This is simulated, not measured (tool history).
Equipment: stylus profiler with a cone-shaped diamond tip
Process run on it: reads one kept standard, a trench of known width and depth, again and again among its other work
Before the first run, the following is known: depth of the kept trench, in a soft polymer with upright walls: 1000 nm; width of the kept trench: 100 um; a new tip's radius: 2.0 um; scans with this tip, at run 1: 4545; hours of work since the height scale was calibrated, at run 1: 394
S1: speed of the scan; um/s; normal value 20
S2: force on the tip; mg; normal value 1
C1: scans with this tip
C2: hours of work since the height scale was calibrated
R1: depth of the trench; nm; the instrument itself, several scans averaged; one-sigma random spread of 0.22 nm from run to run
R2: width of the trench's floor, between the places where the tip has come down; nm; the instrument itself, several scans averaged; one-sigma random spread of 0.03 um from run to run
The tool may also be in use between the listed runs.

run 1 hour=0 | S1=20 S2=1 | C1=4545 C2=394 | R1=1006.6 R2=96300
run 2 hour=17.1 | S1=37 S2=1 | C1=4632 C2=401 | R1=1006.58 R2=96180
run 3 hour=39.3 | S1=37 S2=1 | C1=4746 C2=411 | R1=1006.81 R2=96140
run 4 hour=61.6 | S1=20 S2=2.1 | C1=4859 C2=421 | R1=1010.36 R2=96260
run 5 hour=79 | S1=10 S2=1 | C1=4949 C2=429 | R1=1006.62 R2=96270
run 6 hour=95.7 | S1=16 S2=1.7 | C1=5034 C2=436 | R1=1009.73 R2=96280

Estimate the outcome of run 7 from the log above:
run 7 hour=115.8 | S1=5 S2=1.76 | C1=5137 C2=445 | R1=? R2=?

For run 7 the tool returned R1 1009.55 nm, R2 96280 nm.
On a tool with no hidden condition, and with the same random variation, this run would have come out at R1 1007.82 nm, R2 96530 nm.

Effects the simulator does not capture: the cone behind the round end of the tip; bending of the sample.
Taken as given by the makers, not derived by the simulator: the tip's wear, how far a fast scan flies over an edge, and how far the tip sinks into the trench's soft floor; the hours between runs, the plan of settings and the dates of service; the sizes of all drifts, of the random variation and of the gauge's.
